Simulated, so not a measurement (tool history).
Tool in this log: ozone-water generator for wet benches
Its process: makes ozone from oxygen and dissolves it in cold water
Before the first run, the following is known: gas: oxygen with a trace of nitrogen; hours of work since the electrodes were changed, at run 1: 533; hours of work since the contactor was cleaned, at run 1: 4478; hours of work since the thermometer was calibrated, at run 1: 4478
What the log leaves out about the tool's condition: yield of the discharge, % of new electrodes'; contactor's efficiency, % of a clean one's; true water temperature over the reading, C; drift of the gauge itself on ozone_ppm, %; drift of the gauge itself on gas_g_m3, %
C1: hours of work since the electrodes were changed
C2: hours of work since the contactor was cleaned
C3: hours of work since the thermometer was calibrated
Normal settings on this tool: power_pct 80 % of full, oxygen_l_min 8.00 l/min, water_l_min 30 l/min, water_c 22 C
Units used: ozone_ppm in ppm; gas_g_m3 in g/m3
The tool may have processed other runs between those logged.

run 1 hour=0.0 | power_pct=80 oxygen_l_min=8.00 water_l_min=30 water_c=22 | C1=533 C2=4478 C3=4478 | ozone_ppm=25.2 gas_g_m3=220.1
run 2 hour=123.7 | power_pct=80 oxygen_l_min=8.00 water_l_min=30 water_c=19 | C1=643 C2=4588 C3=4588 | ozone_ppm=26.4 gas_g_m3=219.2
run 3 hour=199.8 | power_pct=80 oxygen_l_min=8.00 water_l_min=30 water_c=19 | C1=711 C2=4655 C3=4655 | ozone_ppm=26.1 gas_g_m3=218.0
run 4 hour=361.8 | power_pct=80 oxygen_l_min=8.00 water_l_min=30 water_c=19 | C1=855 C2=4799 C3=4799 | ozone_ppm=26.4 gas_g_m3=219.7
run 5 hour=526.4 | power_pct=80 oxygen_l_min=8.00 water_l_min=30 water_c=19 | C1=1001 C2=4946 C3=4946 | ozone_ppm=26.0 gas_g_m3=219.0
run 6 hour=693.0 | power_pct=80 oxygen_l_min=8.00 water_l_min=30 water_c=19 | C1=1149 C2=5094 C3=5094 | ozone_ppm=26.1 gas_g_m3=218.0
run 7 hour=836.1 | power_pct=80 oxygen_l_min=8.00 water_l_min=43 water_c=19 | C1=1277 C2=5221 C3=5221 | ozone_ppm=20.3 gas_g_m3=216.6
run 8 hour=934.2 | power_pct=80 oxygen_l_min=8.00 water_l_min=43 water_c=19 | C1=1364 C2=5308 C3=5308 | ozone_ppm=20.1 gas_g_m3=215.8
run 9 hour=1106.4 | power_pct=80 oxygen_l_min=8.00 water_l_min=43 water_c=19 | C1=1517 C2=5461 C3=5461 | ozone_ppm=20.1 gas_g_m3=217.0
run 10 hour=1241.2 | power_pct=80 oxygen_l_min=8.00 water_l_min=43 water_c=19 | C1=1637 C2=5581 C3=5581 | ozone_ppm=20.3 gas_g_m3=218.1
run 11 hour=1311.7 | power_pct=80 oxygen_l_min=8.00 water_l_min=43 water_c=19 | C1=1699 C2=5644 C3=5644 | ozone_ppm=20.4 gas_g_m3=218.2
run 12 hour=1460.8 | power_pct=87 oxygen_l_min=8.00 water_l_min=30 water_c=22 | C1=1832 C2=5776 C3=5776 | ozone_ppm=27.0 gas_g_m3=231.9
-- hour=1513.9 water thermometer calibrated
-- hour=1567.9 contactor cleaned
run 13 hour=1574.9 | power_pct=87 oxygen_l_min=8.00 water_l_min=30 water_c=22 | C1=1929 C2=6 C3=51 | ozone_ppm=26.9 gas_g_m3=233.4
run 14 hour=1726.8 | power_pct=80 oxygen_l_min=8.00 water_l_min=30 water_c=18 | C1=2064 C2=141 C3=186 | ozone_ppm=26.8 gas_g_m3=215.8
run 15 hour=1849.3 | power_pct=80 oxygen_l_min=8.00 water_l_min=30 water_c=18 | C1=2173 C2=250 C3=295 | ozone_ppm=26.7 gas_g_m3=215.0
run 16 hour=2019.3 | power_pct=80 oxygen_l_min=8.00 water_l_min=30 water_c=22 | C1=2324 C2=401 C3=446 | ozone_ppm=25.0 gas_g_m3=216.1
run 17 hour=2131.3 | power_pct=82 oxygen_l_min=8.00 water_l_min=30 water_c=22 | C1=2424 C2=501 C3=545 | ozone_ppm=25.7 gas_g_m3=219.6
run 18 hour=2231.1 | power_pct=82 oxygen_l_min=8.00 water_l_min=30 water_c=22 | C1=2512 C2=589 C3=634 | ozone_ppm=25.2 gas_g_m3=218.9
run 19 hour=2308.2 | power_pct=82 oxygen_l_min=12.12 water_l_min=40 water_c=22 | C1=2581 C2=658 C3=702 | ozone_ppm=22.7 gas_g_m3=189.3
run 20 hour=2475.5 | power_pct=80 oxygen_l_min=4.57 water_l_min=48 water_c=22 | C1=2730 C2=807 C3=851 | ozone_ppm=14.9 gas_g_m3=260.5
run 21 hour=2595.0 | power_pct=80 oxygen_l_min=4.57 water_l_min=48 water_c=22 | C1=2836 C2=913 C3=957 | ozone_ppm=15.0 gas_g_m3=261.0
run 22 hour=2762.5 | power_pct=80 oxygen_l_min=10.33 water_l_min=48 water_c=21 | C1=2985 C2=1062 C3=1106 | ozone_ppm=19.3 gas_g_m3=197.4
run 23 hour=2839.7 | power_pct=80 oxygen_l_min=10.33 water_l_min=48 water_c=21 | C1=3053 C2=1130 C3=1175 | ozone_ppm=19.4 gas_g_m3=195.7
run 24 hour=2978.1 | power_pct=95 oxygen_l_min=8.00 water_l_min=30 water_c=15 | C1=3176 C2=1253 C3=1298 | ozone_ppm=31.9 gas_g_m3=247.9
run 25 hour=3065.3 | power_pct=95 oxygen_l_min=8.00 water_l_min=35 water_c=16 | C1=3254 C2=1331 C3=1375 | ozone_ppm=28.2 gas_g_m3=247.3
run 26 hour=3173.3 | power_pct=95 oxygen_l_min=8.00 water_l_min=35 water_c=16 | C1=3350 C2=1427 C3=1471 | ozone_ppm=28.4 gas_g_m3=244.6
run 27 hour=3277.5 | power_pct=75 oxygen_l_min=8.00 water_l_min=21 water_c=16 | C1=3442 C2=1519 C3=1564 | ozone_ppm=32.3 gas_g_m3=204.0
run 28 hour=3370.1 | power_pct=75 oxygen_l_min=8.00 water_l_min=21 water_c=16 | C1=3525 C2=1602 C3=1646 | ozone_ppm=32.6 gas_g_m3=201.0
run 29 hour=3456.8 | power_pct=80 oxygen_l_min=8.00 water_l_min=30 water_c=28 | C1=3602 C2=1679 C3=1723 | ozone_ppm=22.7 gas_g_m3=212.4
run 30 hour=3583.3 | power_pct=58 oxygen_l_min=8.00 water_l_min=34 water_c=28 | C1=3714 C2=1791 C3=1836 | ozone_ppm=16.4 gas_g_m3=164.5
run 31 hour=3712.8 | power_pct=58 oxygen_l_min=10.33 water_l_min=34 water_c=30 | C1=3829 C2=1906 C3=1951 | ozone_ppm=16.1 gas_g_m3=151.3
run 32 hour=3784.9 | power_pct=58 oxygen_l_min=5.21 water_l_min=34 water_c=20 | C1=3893 C2=1970 C3=2015 | ozone_ppm=16.3 gas_g_m3=189.9
run 33 hour=3870.4 | power_pct=58 oxygen_l_min=5.21 water_l_min=34 water_c=20 | C1=3970 C2=2047 C3=2091 | ozone_ppm=16.2 gas_g_m3=188.7

Each row is a separate what-if for the run after 33, all from the same tool condition, not one after another. Results?
run A hour=4006.3 | power_pct=43 oxygen_l_min=5.21 water_l_min=38 water_c=15 | C1=4090 C2=2167 C3=2212 | ozone_ppm=? gas_g_m3=?
run B hour=4006.3 | power_pct=99 oxygen_l_min=5.21 water_l_min=34 water_c=25 | C1=4090 C2=2167 C3=2212 | ozone_ppm=? gas_g_m3=?
run C hour=4006.3 | power_pct=58 oxygen_l_min=11.12 water_l_min=38 water_c=25 | C1=4090 C2=2167 C3=2212 | ozone_ppm=? gas_g_m3=?

run=A ozone_ppm=12.5 gas_g_m3=147.8
run=B ozone_ppm=24.0 gas_g_m3=294.6
run=C ozone_ppm=16.5 gas_g_m3=146.0
With the hidden condition removed and each run's random variation left untouched, the same runs would have given:
run=A ozone_ppm=12.5 gas_g_m3=152.3
run=B ozone_ppm=24.0 gas_g_m3=304.0
run=C ozone_ppm=16.6 gas_g_m3=150.5
